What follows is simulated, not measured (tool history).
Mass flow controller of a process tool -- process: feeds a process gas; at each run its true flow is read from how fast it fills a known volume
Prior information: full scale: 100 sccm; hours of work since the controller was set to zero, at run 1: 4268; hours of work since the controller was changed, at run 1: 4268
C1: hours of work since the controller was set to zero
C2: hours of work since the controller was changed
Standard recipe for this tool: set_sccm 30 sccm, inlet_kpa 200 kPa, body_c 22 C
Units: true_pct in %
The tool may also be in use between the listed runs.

Run 1, hour 0: usual settings; C1 4268; C2 4268. Result: true_pct 91.75 %.
At hour 308.5: controller's zero set anew.
Run 2, hour 308.5: usual settings but body_c 29 C; C1 0; C2 4504. Result: true_pct 90.13 %.
Run 3, hour 562.2: usual settings but body_c 29 C; C1 194; C2 4697. Result: true_pct 89.87 %.
Run 4, hour 830: usual settings but body_c 30 C; C1 398; C2 4902. Result: true_pct 89.62 %.
Run 5, hour 981.7: usual settings but body_c 30 C; C1 514; C2 5018. Result: true_pct 89.22 %.
At hour 1124.5: controller's zero set anew, once more.
Run 6, hour 1206.4: usual settings; C1 63; C2 5189. Result: true_pct 95.91 %.
Run 7, hour 1454.8: usual settings; C1 252; C2 5379. Result: true_pct 95.72 %.
Run 8, hour 1600.5: usual settings but set_sccm 35 sccm; C1 364; C2 5490. Result: true_pct 95.6 %.
Run 9, hour 1875.8: usual settings but set_sccm 35 sccm; C1 574; C2 5700. Result: true_pct 95.46 %.
Run 10, hour 2033.3: usual settings but set_sccm 21 sccm; C1 694; C2 5821. Result: true_pct 94.39 %.
Run 11, hour 2255.4: usual settings but body_c 38 C; C1 864; C2 5990. Result: true_pct 95.25 %.
At hour 2361: controller exchanged for a calibrated one.
Run 12, hour 2400.3: usual settings but set_sccm 36 sccm; C1 30; C2 30. Result: true_pct 98.38 %.
Run 13, hour 2696.7: usual settings but inlet_kpa 265 kPa; C1 256; C2 256. Result: true_pct 97.73 %.
Run 14, hour 2879.8: usual settings but set_sccm 13 sccm; C1 396; C2 396. Result: true_pct 96.58 %.
Run 15, hour 3126.8: usual settings but set_sccm 23 sccm, inlet_kpa 157 kPa, body_c 38 C; C1 585; C2 585. Result: true_pct 97.75 %.
Run 16, hour 3373.6: usual settings but set_sccm 88 sccm, inlet_kpa 209 kPa, body_c 25 C; C1 773; C2 773. Result: true_pct 99.01 %.
Run 17, hour 3532.2: usual settings but set_sccm 35 sccm, inlet_kpa 276 kPa, body_c 20 C; C1 895; C2 895. Result: true_pct 96.79 %.
Run 18, hour 3843.3: usual settings but set_sccm 20 sccm, inlet_kpa 205 kPa, body_c 27 C; C1 1132; C2 1132. Result: true_pct 95.8 %.
Run 19, hour 4088.3: usual settings but set_sccm 16 sccm, body_c 25 C; C1 1319; C2 1319. Result: true_pct 94.63 %.
Run 20, hour 4269.5: usual settings but set_sccm 12 sccm; C1 1458; C2 1458. Result: true_pct 93.2 %.
Run 21, hour 4467.3: usual settings but set_sccm 25 sccm; C1 1609; C2 1609. Result: true_pct 95.34 %.
Run 22, hour 4754.7: usual settings but set_sccm 25 sccm; C1 1828; C2 1828. Result: true_pct 95.01 %.
Run 23, hour 4905.2: usual settings but set_sccm 14 sccm, inlet_kpa 194 kPa, body_c 31 C; C1 1943; C2 1943. Result: true_pct 92.71 %.
Run 24, hour 5206.2: usual settings but set_sccm 14 sccm, inlet_kpa 194 kPa, body_c 31 C; C1 2173; C2 2173. Result: true_pct 92.08 %.
Run 25, hour 5334.6: usual settings but set_sccm 14 sccm, inlet_kpa 248 kPa, body_c 31 C; C1 2271; C2 2271. Result: true_pct 91.47 %.
Run 26, hour 5592.8: usual settings but set_sccm 48 sccm, inlet_kpa 248 kPa, body_c 31 C; C1 2469; C2 2469. Result: true_pct 96.05 %.
Run 27, hour 5838.5: usual settings but set_sccm 13 sccm; C1 2656; C2 2656. Result: true_pct 89.75 %.

3 options for the next run, each taken on its own from the tool as it stands now. Forecast them:
Run A, hour 5993.8: usual settings but set_sccm 69 sccm, body_c 30 C; C1 2775; C2 2775. Result: true_pct ?.
Run B, hour 5993.8: usual settings but set_sccm 53 sccm; C1 2775; C2 2775. Result: true_pct ?.
Run C, hour 5993.8: usual settings but set_sccm 41 sccm, inlet_kpa 172 kPa, body_c 23 C; C1 2775; C2 2775. Result: true_pct ?.

run  true_pct
  A     96.83
  B     95.87
  C     95.26
The same runs, with their run-to-run variation unchanged, on a tool lacking any hidden condition would have given:
run  true_pct
  A      99.5
  B     98.97
  C     98.88
